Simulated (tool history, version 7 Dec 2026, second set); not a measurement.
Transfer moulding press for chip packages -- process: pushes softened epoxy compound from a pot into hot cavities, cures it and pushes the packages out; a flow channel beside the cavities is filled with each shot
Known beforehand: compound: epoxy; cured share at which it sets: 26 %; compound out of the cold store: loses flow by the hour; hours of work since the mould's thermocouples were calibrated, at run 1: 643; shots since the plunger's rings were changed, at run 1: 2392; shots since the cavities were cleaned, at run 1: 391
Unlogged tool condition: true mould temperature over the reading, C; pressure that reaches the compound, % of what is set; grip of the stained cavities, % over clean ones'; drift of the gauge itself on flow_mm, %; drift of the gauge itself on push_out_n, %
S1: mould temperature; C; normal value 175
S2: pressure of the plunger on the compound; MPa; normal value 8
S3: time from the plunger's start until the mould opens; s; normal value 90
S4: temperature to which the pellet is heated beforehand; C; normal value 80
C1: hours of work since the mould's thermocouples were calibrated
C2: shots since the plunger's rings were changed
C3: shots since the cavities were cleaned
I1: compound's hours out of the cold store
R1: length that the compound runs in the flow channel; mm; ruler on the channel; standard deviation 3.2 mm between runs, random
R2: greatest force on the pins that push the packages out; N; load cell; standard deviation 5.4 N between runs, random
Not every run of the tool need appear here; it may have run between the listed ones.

run	day	S1	S2	S3	S4	C1	C2	C3	I1	R1	R2
1	0	175	8	90	80	643	2392	391	17.1	566	234
# day 0.296: cavities cleaned with cleaning compound and waxed
2	1.121	175	8	90	80	662	2728	262	16.9	567	207
# day 1.762: cavities cleaned with cleaning compound and waxed
3	3.062	175	8	90	80	695	3323	412	8	575	237
# day 3.329: cavities cleaned with cleaning compound and waxed
4	4.342	175	8	90	80	717	3710	322	29.7	538	218
# day 4.821: cavities cleaned with cleaning compound and waxed
# day 5.579: plunger's sealing rings changed
# day 6.454: cavities cleaned with cleaning compound and waxed
5	6.454	175	8	90	80	751	258	0	18	579	183
# day 7.95: cavities cleaned with cleaning compound and waxed
6	8.246	175	8	90	80	782	807	94	39.7	541	189
7	9.325	175	8	90	80	801	1149	436	45.9	525	233
# day 9.542: cavities cleaned with cleaning compound and waxed
# day 11.012: cavities cleaned with cleaning compound and waxed
8	11.675	172	8	90	80	841	1854	210	41	534	225
# day 12.558: cavities cleaned with cleaning compound and waxed
# day 13.638: mould's thermocouples calibrated
# day 14.175: cavities cleaned with cleaning compound and waxed
9	14.175	168	8	90	80	9	2581	0	20.9	565	248
# day 15.733: cavities cleaned with cleaning compound and waxed
10	15.758	175	8	85	80	36	3064	8	16.7	560	195
# day 17.242: cavities cleaned with cleaning compound and waxed
11	17.562	175	8	85	80	67	3616	102	39.6	520	206
# day 18.825: cavities cleaned with cleaning compound and waxed
# day 19.108: plunger's sealing rings changed
12	19.258	175	6.51	90	80	94	48	104	38.9	493	194
# day 20.396: cavities cleaned with cleaning compound and waxed
13	21.112	175	8	90	80	126	617	228	36.8	548	228
# day 21.971: cavities cleaned with cleaning compound and waxed
14	22.2	175	8	90	80	145	942	73	11.5	593	202
15	23.267	175	8	122	80	164	1280	411	14.4	579	209
# day 23.479: cavities cleaned with cleaning compound and waxed
16	24.446	175	8	122	80	184	1634	306	21.6	564	201
# day 25.038: cavities cleaned with cleaning compound and waxed
# day 26.554: cavities cleaned with cleaning compound and waxed
17	26.662	175	8	81	73	221	2297	34	40.7	529	194
# day 28.175: cavities cleaned with cleaning compound and waxed
18	28.696	173	9.35	81	79	256	2922	165	10	625	254
# day 29.838: cavities cleaned with cleaning compound and waxed
19	30.829	173	9.35	73	79	294	3580	314	9.1	616	337
# day 31.379: cavities cleaned with cleaning compound and waxed
20	31.925	175	9.62	85	80	312	3907	172	27.6	582	212
# day 32.554: plunger's sealing rings changed
# day 32.95: cavities cleaned with cleaning compound and waxed
21	33.279	175	9.62	85	80	333	210	104	10.1	657	220
# day 34.438: cavities cleaned with cleaning compound and waxed
22	34.517	175	8	74	77	354	583	26	44.8	536	230
23	35.588	175	9.94	90	80	373	922	365	39.6	601	234
# day 35.967: cavities cleaned with cleaning compound and waxed
# day 37.438: cavities cleaned with cleaning compound and waxed
24	37.633	181	7.82	90	80	408	1531	62	14.3	568	174
# day 38.988: cavities cleaned with cleaning compound and waxed
25	38.996	167	6.76	87	79	431	1943	2	37.1	507	270
# day 40.483: cavities cleaned with cleaning compound and waxed
26	41.304	175	8	125	80	471	2656	261	25.4	553	206
# day 42.108: cavities cleaned with cleaning compound and waxed
27	43.008	179	7.03	125	80	501	3177	285	17.6	515	208

Difference, measured minus no-hidden-state, one row per run. Run-to-run variation is common to both terms; the gauge's own scatter need not be:
run	R1	R2
1	-24	+56
2	-29	+40
3	-34	+58
4	-36	+44
5	-3	+1
6	-8	+14
7	-11	+56
8	-18	+32
9	-25	+1
10	-30	+0
11	-34	+20
12	-1	+18
13	-6	+41
14	-10	+18
15	-14	+53
16	-16	+42
17	-21	+8
18	-33	+31
19	-41	+63
20	-42	+31
21	-5	+20
22	-7	+6
23	-12	+57
24	-17	+12
25	-18	-5
26	-27	+38
27	-31	+42

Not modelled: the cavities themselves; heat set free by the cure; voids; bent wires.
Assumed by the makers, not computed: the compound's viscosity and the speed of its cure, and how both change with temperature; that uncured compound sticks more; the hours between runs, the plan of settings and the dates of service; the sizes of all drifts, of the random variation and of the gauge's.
